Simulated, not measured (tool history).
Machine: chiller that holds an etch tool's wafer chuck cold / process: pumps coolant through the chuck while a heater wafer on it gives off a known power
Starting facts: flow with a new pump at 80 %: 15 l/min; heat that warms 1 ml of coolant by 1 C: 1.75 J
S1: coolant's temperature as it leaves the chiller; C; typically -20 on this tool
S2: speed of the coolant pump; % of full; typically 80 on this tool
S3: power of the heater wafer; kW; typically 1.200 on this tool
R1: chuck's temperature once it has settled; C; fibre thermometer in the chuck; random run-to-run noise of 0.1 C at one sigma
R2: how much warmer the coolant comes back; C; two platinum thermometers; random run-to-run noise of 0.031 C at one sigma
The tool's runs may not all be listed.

{"run": 1, "hour": 0.0, "S1": -20, "S2": 80, "S3": 1.2, "R1": -8.6, "R2": 2.86}
{"run": 2, "hour": 44.4, "S1": -20, "S2": 80, "S3": 1.2, "R1": -8.6, "R2": 2.9}
{"run": 3, "hour": 107.9, "S1": -20, "S2": 76, "S3": 1.2, "R1": -7.8, "R2": 3.09}
{"run": 4, "hour": 161.2, "S1": -20, "S2": 76, "S3": 1.2, "R1": -7.9, "R2": 3.04}
{"run": 5, "hour": 250.7, "S1": -20, "S2": 76, "S3": 1.2, "R1": -7.7, "R2": 3.12}
{"run": 6, "hour": 319.5, "S1": -20, "S2": 80, "S3": 1.2, "R1": -8.2, "R2": 2.94}
{"hour": 369.0, "done": "chiller's thermometer calibrated"}
{"run": 7, "hour": 396.5, "S1": -12, "S2": 80, "S3": 1.2, "R1": -1.1, "R2": 2.91}
{"run": 8, "hour": 486.6, "S1": -20, "S2": 91, "S3": 1.2, "R1": -10.1, "R2": 2.53}
{"run": 9, "hour": 546.8, "S1": -20, "S2": 91, "S3": 1.2, "R1": -10.2, "R2": 2.52}
{"run": 10, "hour": 628.6, "S1": -20, "S2": 91, "S3": 1.2, "R1": -10.0, "R2": 2.54}
{"run": 11, "hour": 679.9, "S1": -20, "S2": 91, "S3": 1.2, "R1": -10.0, "R2": 2.56}
{"run": 12, "hour": 742.9, "S1": -20, "S2": 91, "S3": 1.2, "R1": -10.0, "R2": 2.58}
{"run": 13, "hour": 800.2, "S1": -20, "S2": 91, "S3": 1.2, "R1": -9.8, "R2": 2.58}
{"run": 14, "hour": 862.8, "S1": -20, "S2": 91, "S3": 1.2, "R1": -9.9, "R2": 2.56}
{"run": 15, "hour": 936.8, "S1": -25, "S2": 80, "S3": 1.2, "R1": -13.4, "R2": 3.01}
{"hour": 950.7, "done": "coolant pump overhauled"}
{"run": 16, "hour": 995.0, "S1": -25, "S2": 80, "S3": 1.2, "R1": -13.2, "R2": 3.07}
{"run": 17, "hour": 1058.1, "S1": -25, "S2": 63, "S3": 0.631, "R1": -17.2, "R2": 2.08}
{"run": 18, "hour": 1135.3, "S1": -25, "S2": 63, "S3": 0.631, "R1": -17.4, "R2": 2.07}
{"run": 19, "hour": 1190.6, "S1": -13, "S2": 68, "S3": 1.17, "R1": 0.2, "R2": 3.53}
{"run": 20, "hour": 1240.4, "S1": -15, "S2": 80, "S3": 1.458, "R1": -0.6, "R2": 3.68}
{"run": 21, "hour": 1291.6, "S1": -19, "S2": 87, "S3": 1.2, "R1": -8.0, "R2": 2.78}
{"hour": 1352.5, "done": "coolant pump overhauled, once more"}
{"run": 22, "hour": 1352.5, "S1": -19, "S2": 87, "S3": 1.2, "R1": -8.7, "R2": 2.49}

Predict the results of run 23:
{"run": 23, "hour": 1426.8, "S1": -20, "S2": 100, "S3": 1.298, "R1": "?", "R2": "?"}

{"run 23": {"R1": -10.2, "R2": 2.3}}
Had the tool carried no hidden state, the very same run would have given R1 -11.5 C, R2 2.30 C.
